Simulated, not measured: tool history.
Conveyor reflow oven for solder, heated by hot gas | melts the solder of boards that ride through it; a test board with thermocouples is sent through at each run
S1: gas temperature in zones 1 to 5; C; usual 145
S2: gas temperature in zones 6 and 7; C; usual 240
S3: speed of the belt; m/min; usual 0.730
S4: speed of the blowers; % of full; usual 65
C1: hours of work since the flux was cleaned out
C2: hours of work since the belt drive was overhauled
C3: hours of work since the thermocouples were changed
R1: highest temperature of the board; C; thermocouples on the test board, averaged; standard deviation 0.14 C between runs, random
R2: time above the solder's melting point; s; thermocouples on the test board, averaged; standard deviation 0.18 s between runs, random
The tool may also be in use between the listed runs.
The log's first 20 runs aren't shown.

{"run": 21, "hour": 1333.2, "S1": 145, "S2": 240, "S3": 0.67, "S4": 67, "C1": 169, "C2": 105, "C3": 448, "R1": 229.9, "R2": 65.6}
{"run": 22, "hour": 1384.4, "S1": 145, "S2": 248, "S3": 0.67, "S4": 67, "C1": 192, "C2": 128, "C3": 470, "R1": 237.1, "R2": 68.4}
{"run": 23, "hour": 1450.6, "S1": 145, "S2": 255, "S3": 0.67, "S4": 63, "C1": 221, "C2": 157, "C3": 500, "R1": 242.9, "R2": 70.7}
{"run": 24, "hour": 1508.1, "S1": 140, "S2": 245, "S3": 0.795, "S4": 66, "C1": 247, "C2": 182, "C3": 525, "R1": 228.2, "R2": 52.5}
{"hour": 1598.0, "done": "belt drive overhauled, speed set with a stopwatch, once more"}
{"run": 25, "hour": 1598.0, "S1": 146, "S2": 246, "S3": 0.612, "S4": 82, "C1": 285, "C2": 0, "C3": 563, "R1": 238.8, "R2": 74.4}
{"hour": 1630.0, "done": "thermocouples of zones 6 and 7 changed"}
{"run": 26, "hour": 1698.2, "S1": 145, "S2": 240, "S3": 0.62, "S4": 53, "C1": 328, "C2": 43, "C3": 30, "R1": 227.3, "R2": 67.9}
{"run": 27, "hour": 1777.4, "S1": 141, "S2": 251, "S3": 0.791, "S4": 85, "C1": 363, "C2": 78, "C3": 65, "R1": 235.2, "R2": 55.4}
{"hour": 1872.2, "done": "flux residue cleaned out of gas plates and filters"}
{"run": 28, "hour": 1872.2, "S1": 145, "S2": 240, "S3": 0.872, "S4": 59, "C1": 0, "C2": 118, "C3": 105, "R1": 220.2, "R2": 44.3}
{"run": 29, "hour": 1940.0, "S1": 156, "S2": 240, "S3": 0.73, "S4": 65, "C1": 30, "C2": 148, "C3": 135, "R1": 228.7, "R2": 61.7}
{"run": 30, "hour": 2013.9, "S1": 156, "S2": 240, "S3": 0.73, "S4": 65, "C1": 63, "C2": 181, "C3": 167, "R1": 228.6, "R2": 62.0}
{"run": 31, "hour": 2104.6, "S1": 136, "S2": 240, "S3": 0.73, "S4": 65, "C1": 103, "C2": 221, "C3": 208, "R1": 225.4, "R2": 54.5}

Predict each of these 3 candidate next runs independently; none follows another, all start after run 31:
{"run": "A", "hour": 2184.0, "S1": 154, "S2": 240, "S3": 0.73, "S4": 57, "C1": 138, "C2": 256, "C3": 243, "R1": "?", "R2": "?"}
{"run": "B", "hour": 2184.0, "S1": 140, "S2": 246, "S3": 0.73, "S4": 65, "C1": 138, "C2": 256, "C3": 243, "R1": "?", "R2": "?"}
{"run": "C", "hour": 2184.0, "S1": 145, "S2": 240, "S3": 0.696, "S4": 65, "C1": 138, "C2": 256, "C3": 243, "R1": "?", "R2": "?"}

run=A R1=226.3 R2=60.4
run=B R1=231.4 R2=58.6
run=C R1=227.9 R2=60.9
Take away the tool's hidden state, keep each run's random variation, and the runs would have read:
run=A R1=226.5 R2=60.1
run=B R1=231.8 R2=58.4
run=C R1=228.2 R2=60.7
